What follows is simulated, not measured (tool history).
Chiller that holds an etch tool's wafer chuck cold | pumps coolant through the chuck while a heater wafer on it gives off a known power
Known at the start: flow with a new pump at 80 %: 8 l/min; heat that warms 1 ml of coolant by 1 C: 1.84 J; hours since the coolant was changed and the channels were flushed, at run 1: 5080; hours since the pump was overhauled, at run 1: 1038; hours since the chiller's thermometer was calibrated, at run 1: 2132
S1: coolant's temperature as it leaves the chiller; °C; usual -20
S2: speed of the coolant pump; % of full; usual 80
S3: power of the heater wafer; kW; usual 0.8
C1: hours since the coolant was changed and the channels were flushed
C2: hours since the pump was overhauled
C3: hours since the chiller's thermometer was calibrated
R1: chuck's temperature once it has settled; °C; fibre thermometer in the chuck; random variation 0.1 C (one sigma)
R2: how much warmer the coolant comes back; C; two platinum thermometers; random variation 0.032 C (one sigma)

{"run": 1, "hour": 0.0, "S1": -20, "S2": 80, "S3": 0.8, "C1": 5080, "C2": 1038, "C3": 2132, "R1": -13.5, "R2": 3.26}
{"run": 2, "hour": 21.4, "S1": -29, "S2": 80, "S3": 0.8, "C1": 5101, "C2": 1060, "C3": 2153, "R1": -22.4, "R2": 3.32}
{"run": 3, "hour": 45.9, "S1": -20, "S2": 89, "S3": 0.8, "C1": 5125, "C2": 1084, "C3": 2178, "R1": -13.8, "R2": 3.03}
{"run": 4, "hour": 75.8, "S1": -20, "S2": 89, "S3": 0.8, "C1": 5155, "C2": 1114, "C3": 2208, "R1": -13.9, "R2": 2.98}
{"run": 5, "hour": 91.9, "S1": -20, "S2": 80, "S3": 0.8, "C1": 5171, "C2": 1130, "C3": 2224, "R1": -13.4, "R2": 3.29}
{"run": 6, "hour": 113.5, "S1": -20, "S2": 80, "S3": 0.518, "C1": 5193, "C2": 1152, "C3": 2245, "R1": -15.7, "R2": 2.15}
{"run": 7, "hour": 134.8, "S1": -20, "S2": 80, "S3": 0.696, "C1": 5214, "C2": 1173, "C3": 2267, "R1": -14.3, "R2": 2.89}
{"run": 8, "hour": 152.6, "S1": -20, "S2": 80, "S3": 0.696, "C1": 5232, "C2": 1191, "C3": 2284, "R1": -14.1, "R2": 2.9}
{"hour": 159.2, "done": "coolant pump overhauled"}
{"run": 9, "hour": 181.5, "S1": -20, "S2": 80, "S3": 0.696, "C1": 5256, "C2": 22, "C3": 2308, "R1": -14.4, "R2": 2.86}
{"run": 10, "hour": 197.2, "S1": -20, "S2": 80, "S3": 0.696, "C1": 5272, "C2": 38, "C3": 2324, "R1": -14.1, "R2": 2.9}
{"run": 11, "hour": 219.9, "S1": -20, "S2": 80, "S3": 0.696, "C1": 5294, "C2": 61, "C3": 2347, "R1": -14.2, "R2": 2.9}
{"run": 12, "hour": 240.3, "S1": -20, "S2": 80, "S3": 0.696, "C1": 5315, "C2": 81, "C3": 2367, "R1": -14.3, "R2": 2.91}
{"run": 13, "hour": 264.2, "S1": -13, "S2": 62, "S3": 0.934, "C1": 5339, "C2": 105, "C3": 2391, "R1": -3.7, "R2": 5.04}
{"run": 14, "hour": 294.1, "S1": -13, "S2": 62, "S3": 0.934, "C1": 5369, "C2": 135, "C3": 2421, "R1": -3.8, "R2": 4.9}
{"run": 15, "hour": 328.1, "S1": -14, "S2": 80, "S3": 0.74, "C1": 5403, "C2": 169, "C3": 2455, "R1": -7.6, "R2": 3.03}
{"hour": 349.3, "done": "coolant pump overhauled, once more"}
{"run": 16, "hour": 358.6, "S1": -17, "S2": 72, "S3": 0.8, "C1": 5428, "C2": 9, "C3": 2480, "R1": -10, "R2": 3.61}
{"run": 17, "hour": 385.9, "S1": -14, "S2": 68, "S3": 0.584, "C1": 5455, "C2": 37, "C3": 2508, "R1": -8.7, "R2": 2.82}
{"run": 18, "hour": 414.9, "S1": -16, "S2": 97, "S3": 0.925, "C1": 5484, "C2": 66, "C3": 2537, "R1": -9.2, "R2": 3.03}
{"run": 19, "hour": 432.2, "S1": -16, "S2": 97, "S3": 0.925, "C1": 5502, "C2": 83, "C3": 2554, "R1": -9.2, "R2": 3.02}

Measured less the same run without the tool's hidden state. The same run-to-run variation is in both; the gauge's scatter may not be:
The hidden state here: heat passed by the chuck's channels, % of clean ones'; flow at a given pump speed, % of a new pump's; coolant's true temperature over the reading, C; drift of the gauge itself on chuck_c, C; drift of the gauge itself on warmer_back_c, C.
run=1 R1=+0.7 R2=+0.03
run=2 R1=+0.6 R2=+0.03
run=3 R1=+0.6 R2=+0.03
run=4 R1=+0.6 R2=+0.03
run=5 R1=+0.7 R2=+0.03
run=6 R1=+0.5 R2=+0.02
run=7 R1=+0.6 R2=+0.03
run=8 R1=+0.6 R2=+0.03
run=9 R1=+0.6 R2=+0.04
run=10 R1=+0.7 R2=+0.04
run=11 R1=+0.6 R2=+0.04
run=12 R1=+0.6 R2=+0.04
run=13 R1=+0.9 R2=+0.07
run=14 R1=+0.9 R2=+0.08
run=15 R1=+0.7 R2=+0.04
run=16 R1=+0.7 R2=-0.03
run=17 R1=+0.5 R2=-0.01
run=18 R1=+0.7 R2=-0.02
run=19 R1=+0.7 R2=-0.01
